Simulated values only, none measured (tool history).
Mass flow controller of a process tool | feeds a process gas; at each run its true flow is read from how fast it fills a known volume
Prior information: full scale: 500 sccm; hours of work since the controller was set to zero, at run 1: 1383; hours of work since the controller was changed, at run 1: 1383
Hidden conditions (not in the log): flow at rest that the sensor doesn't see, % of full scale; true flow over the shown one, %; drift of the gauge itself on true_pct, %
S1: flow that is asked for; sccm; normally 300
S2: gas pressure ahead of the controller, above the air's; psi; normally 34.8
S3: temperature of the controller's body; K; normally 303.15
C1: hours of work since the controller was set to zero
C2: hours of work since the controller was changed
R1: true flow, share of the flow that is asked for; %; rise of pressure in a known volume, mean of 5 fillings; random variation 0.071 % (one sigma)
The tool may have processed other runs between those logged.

run	hour	S1	S2	S3	C1	C2	R1
1	0.0	300	34.8	303.15	1383	1383	99.48
2	109.7	300	34.8	303.15	1453	1453	99.44
3	255.2	300	34.8	293.15	1546	1546	100.24
4	433.6	300	34.8	303.15	1660	1660	99.83
5	534.8	190	34.8	303.15	1725	1725	99.62
6	648.2	300	20.7	303.15	1798	1798	99.59
7	827.5	143	34.8	303.15	1912	1912	99.67
8	1039.9	143	34.8	303.15	2048	2048	99.75
9	1232.6	138	25.5	295.15	2172	2172	100.23
10	1356.3	138	25.5	295.15	2251	2251	100.08
11	1465.8	138	25.5	295.15	2321	2321	100.24
12	1653.8	300	34.8	294.15	2441	2441	100.86
13	1776.8	71	28.6	302.15	2520	2520	99.97

Measured result minus the same run's result without the hidden state. Both carry the same run-to-run variation, though not necessarily the same gauge scatter:
run	R1
1	+0.01
2	+0.06
3	+0.15
4	+0.24
5	+0.28
6	+0.34
7	+0.42
8	+0.53
9	+0.63
10	+0.70
11	+0.76
12	+0.87
13	+0.89
